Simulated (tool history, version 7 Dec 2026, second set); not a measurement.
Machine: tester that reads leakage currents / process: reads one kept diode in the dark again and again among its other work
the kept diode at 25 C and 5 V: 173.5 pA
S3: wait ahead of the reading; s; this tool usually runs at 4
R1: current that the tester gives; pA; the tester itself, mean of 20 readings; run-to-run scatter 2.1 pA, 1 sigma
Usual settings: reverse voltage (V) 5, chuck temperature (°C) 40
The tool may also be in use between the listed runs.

Run 1, hour 0: usual settings. Result: R1 616.4 pA.
Run 2, hour 177.9: usual settings. Result: R1 611.79 pA.
Run 3, hour 285.6: usual settings. Result: R1 609.87 pA.
Run 4, hour 387.2: usual settings but chuck temperature (°C) 37. Result: R1 465.23 pA.
At hour 542.9: probe card cleaned and baked.
Run 5, hour 557.8: usual settings but reverse voltage (V) 3.28. Result: R1 483.55 pA.
At hour 591.6: chuck's temperature calibrated.
Run 6, hour 685.2: usual settings but reverse voltage (V) 3.28. Result: R1 448.04 pA.
Run 7, hour 857.5: usual settings but reverse voltage (V) 3.28. Result: R1 446.94 pA.
Run 8, hour 1072.2: usual settings but reverse voltage (V) 3.28. Result: R1 442.63 pA.
Run 9, hour 1204.9: usual settings but reverse voltage (V) 3.28. Result: R1 438.88 pA.
Run 10, hour 1410.8: usual settings but reverse voltage (V) 3.28. Result: R1 436.59 pA.
Run 11, hour 1544.4: usual settings but reverse voltage (V) 1.65. Result: R1 308.12 pA.
At hour 1603.6: chuck's temperature calibrated, once more.
Run 12, hour 1644.4: usual settings but reverse voltage (V) 1.65. Result: R1 386.47 pA.
Run 13, hour 1811.6: usual settings but reverse voltage (V) 1.65. Result: R1 385.47 pA.
Run 14, hour 2028.7: usual settings. Result: R1 670.99 pA.
Run 15, hour 2200: usual settings. Result: R1 666.26 pA.
Run 16, hour 2403: usual settings. Result: R1 659.88 pA.
Run 17, hour 2513.9: usual settings but chuck temperature (°C) 55, S3 0.56 s. Result: R1 2312.78 pA.
Run 18, hour 2697.1: usual settings but chuck temperature (°C) 55, S3 0.56 s. Result: R1 2294.54 pA.
Run 19, hour 2900.7: usual settings but chuck temperature (°C) 55, S3 0.56 s. Result: R1 2283.82 pA.
Run 20, hour 3058.7: usual settings but reverse voltage (V) 12.79, chuck temperature (°C) 55. Result: R1 3688.49 pA.
Run 21, hour 3236.6: usual settings but reverse voltage (V) 12.79, chuck temperature (°C) 55. Result: R1 3627.62 pA.
Run 22, hour 3419.4: usual settings but reverse voltage (V) 2.07, chuck temperature (°C) 28, S3 1.87 s. Result: R1 138.14 pA.
Run 23, hour 3520.9: usual settings but reverse voltage (V) 2.07, chuck temperature (°C) 28, S3 1.87 s. Result: R1 137.56 pA.
Run 24, hour 3621.9: usual settings but reverse voltage (V) 14.44. Result: R1 1095.67 pA.
Run 25, hour 3784.5: usual settings but reverse voltage (V) 14.44. Result: R1 1092.07 pA.
Run 26, hour 3948.4: usual settings but reverse voltage (V) 1.09, S3 0.51 s. Result: R1 291.48 pA.
Run 27, hour 4126.6: usual settings but reverse voltage (V) 1.09, S3 0.51 s. Result: R1 288.89 pA.
Run 28, hour 4343.6: usual settings but reverse voltage (V) 13.62, chuck temperature (°C) 23, S3 2.56 s. Result: R1 222.06 pA.
Run 29, hour 4441: usual settings but reverse voltage (V) 19.7. Result: R1 1258.11 pA.

For each run, the measured value with the value that run would have given without the tool's hidden condition subtracted. The run-to-run variation is shared by both, the gauge scatter possibly not:
Unlogged tool condition in this case: stray current of the dirty probe card, pA a volt; current scale over the true one, %; true chuck temperature over the reading, C; drift of the gauge itself on leakage_pa, %.
run       R1
  1   -72.21
  2   -75.37
  3    -77.6
  4   -61.44
  5   -68.35
  6  -105.44
  7  -108.06
  8  -110.45
  9  -111.64
 10  -114.58
 11   -82.57
 12    -4.77
 13     -6.7
 14   -16.01
 15   -19.22
 16   -23.34
 17   -87.92
 18   -98.89
 19  -112.64
 20   -198.7
 21  -213.74
 22    -9.44
 23    -9.84
 24   -78.86
 25   -84.66
 26   -25.21
 27   -26.65
 28   -18.09
 29  -122.71
